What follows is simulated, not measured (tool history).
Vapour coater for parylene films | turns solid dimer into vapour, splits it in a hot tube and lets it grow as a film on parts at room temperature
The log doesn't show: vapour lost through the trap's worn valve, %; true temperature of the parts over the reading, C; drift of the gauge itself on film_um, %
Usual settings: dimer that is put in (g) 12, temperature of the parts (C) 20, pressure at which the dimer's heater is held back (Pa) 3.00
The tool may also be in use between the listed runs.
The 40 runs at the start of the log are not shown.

| run | hour | dimer that is put in (g) | temperature of the parts (C) | pressure at which the dimer's heater is held back (Pa) | hours of work since the trap's valve was overhauled | hours of work since the table's thermometer was calibrated | thickness of the film (µm) |
|---|---|---|---|---|---|---|---|
| 41 | 2156.3 | 14 | 20 | 10.65 | 260 | 717 | 2.29 |
| 42 | 2219.6 | 18 | 17 | 2.94 | 293 | 751 | 3.83 |
|  | 2266.1 | trap's valve overhauled |
| 43 | 2274.4 | 6 | 17 | 5.41 | 4 | 778 | 1.32 |
| 44 | 2320.3 | 6 | 17 | 2.10 | 29 | 802 | 1.52 |
| 45 | 2364.3 | 15 | 21 | 2.10 | 52 | 825 | 3.35 |
| 46 | 2419.9 | 15 | 21 | 2.10 | 81 | 854 | 3.24 |
| 47 | 2475.3 | 11 | 17 | 3.36 | 110 | 883 | 2.58 |
| 48 | 2513.8 | 11 | 17 | 3.36 | 130 | 903 | 2.51 |

Branching from run 48: 3 alternative next runs. What would each branch give?
| A | 2563.3 | 6 | 17 | 2.55 | 156 | 929 | ? |
| B | 2563.3 | 5 | 27 | 6.15 | 156 | 929 | ? |
| C | 2563.3 | 11 | 18 | 7.48 | 156 | 929 | ? |

| run | thickness of the film (µm) |
|---|---|
| A | 1.38 |
| B | 0.81 |
| C | 2.15 |
Without the tool's hidden state the same runs would have given:
| run | thickness of the film (µm) |
|---|---|
| A | 1.48 |
| B | 0.87 |
| C | 2.30 |
